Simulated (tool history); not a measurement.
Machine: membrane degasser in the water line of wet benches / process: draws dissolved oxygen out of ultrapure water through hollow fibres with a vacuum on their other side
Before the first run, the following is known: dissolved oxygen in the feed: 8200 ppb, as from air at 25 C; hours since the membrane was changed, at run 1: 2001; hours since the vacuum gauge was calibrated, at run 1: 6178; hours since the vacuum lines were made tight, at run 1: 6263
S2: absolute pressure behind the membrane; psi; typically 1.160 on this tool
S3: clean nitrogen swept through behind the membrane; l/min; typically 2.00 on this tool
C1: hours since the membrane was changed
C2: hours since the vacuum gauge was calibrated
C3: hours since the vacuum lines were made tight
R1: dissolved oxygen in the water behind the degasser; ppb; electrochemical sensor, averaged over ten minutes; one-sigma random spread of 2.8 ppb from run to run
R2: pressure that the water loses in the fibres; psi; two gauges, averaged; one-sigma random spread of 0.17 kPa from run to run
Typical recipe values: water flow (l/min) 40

{"run": 1, "hour": 0.0, "water flow (l/min)": 40, "S2": 1.16, "S3": 2.0, "C1": 2001, "C2": 6178, "C3": 6263, "R1": 298.7, "R2": 3.743}
{"run": 2, "hour": 34.4, "water flow (l/min)": 40, "S2": 1.16, "S3": 2.0, "C1": 2036, "C2": 6212, "C3": 6298, "R1": 307.4, "R2": 3.756}
{"run": 3, "hour": 64.2, "water flow (l/min)": 40, "S2": 1.16, "S3": 2.0, "C1": 2065, "C2": 6242, "C3": 6328, "R1": 307.1, "R2": 3.716}
{"run": 4, "hour": 86.0, "water flow (l/min)": 40, "S2": 1.16, "S3": 2.0, "C1": 2087, "C2": 6264, "C3": 6349, "R1": 310.0, "R2": 3.78}
{"run": 5, "hour": 118.2, "water flow (l/min)": 28, "S2": 1.16, "S3": 2.0, "C1": 2119, "C2": 6296, "C3": 6382, "R1": 189.2, "R2": 2.598}
{"run": 6, "hour": 167.2, "water flow (l/min)": 40, "S2": 1.16, "S3": 4.53, "C1": 2169, "C2": 6345, "C3": 6431, "R1": 189.0, "R2": 3.79}
{"hour": 196.9, "done": "seals of the vacuum lines changed"}
{"run": 7, "hour": 218.7, "water flow (l/min)": 40, "S2": 1.16, "S3": 4.53, "C1": 2218, "C2": 6395, "C3": 22, "R1": 187.5, "R2": 3.783}
{"run": 8, "hour": 243.6, "water flow (l/min)": 40, "S2": 1.16, "S3": 2.0, "C1": 2243, "C2": 6420, "C3": 47, "R1": 306.9, "R2": 3.764}
{"run": 9, "hour": 270.2, "water flow (l/min)": 40, "S2": 1.16, "S3": 2.0, "C1": 2270, "C2": 6446, "C3": 73, "R1": 305.7, "R2": 3.791}
{"run": 10, "hour": 305.1, "water flow (l/min)": 40, "S2": 1.16, "S3": 2.0, "C1": 2304, "C2": 6481, "C3": 108, "R1": 306.8, "R2": 3.73}
{"run": 11, "hour": 327.7, "water flow (l/min)": 40, "S2": 1.16, "S3": 2.0, "C1": 2327, "C2": 6504, "C3": 131, "R1": 305.4, "R2": 3.745}
{"run": 12, "hour": 358.1, "water flow (l/min)": 40, "S2": 1.16, "S3": 2.0, "C1": 2357, "C2": 6534, "C3": 161, "R1": 312.7, "R2": 3.733}
{"run": 13, "hour": 389.4, "water flow (l/min)": 40, "S2": 1.16, "S3": 2.0, "C1": 2389, "C2": 6565, "C3": 192, "R1": 308.7, "R2": 3.78}
{"hour": 402.6, "done": "vacuum gauge calibrated"}
{"run": 14, "hour": 427.1, "water flow (l/min)": 41, "S2": 1.16, "S3": 2.0, "C1": 2426, "C2": 25, "C3": 230, "R1": 295.7, "R2": 3.886}
{"run": 15, "hour": 471.9, "water flow (l/min)": 29, "S2": 1.057, "S3": 1.07, "C1": 2471, "C2": 69, "C3": 274, "R1": 256.5, "R2": 2.695}
{"run": 16, "hour": 500.7, "water flow (l/min)": 58, "S2": 0.985, "S3": 1.87, "C1": 2500, "C2": 98, "C3": 303, "R1": 463.3, "R2": 5.461}

Predict the results of run 17:
{"run": 17, "hour": 546.6, "water flow (l/min)": 45, "S2": 2.399, "S3": 2.66, "C1": 2545, "C2": 144, "C3": 349, "R1": "?", "R2": "?"}

R1: 595.0 ppb
R2: 4.237 psi
Were there no unlogged condition in the tool, this run, its random variation unchanged, would have produced R1 586.2 ppb, R2 4.165 psi.

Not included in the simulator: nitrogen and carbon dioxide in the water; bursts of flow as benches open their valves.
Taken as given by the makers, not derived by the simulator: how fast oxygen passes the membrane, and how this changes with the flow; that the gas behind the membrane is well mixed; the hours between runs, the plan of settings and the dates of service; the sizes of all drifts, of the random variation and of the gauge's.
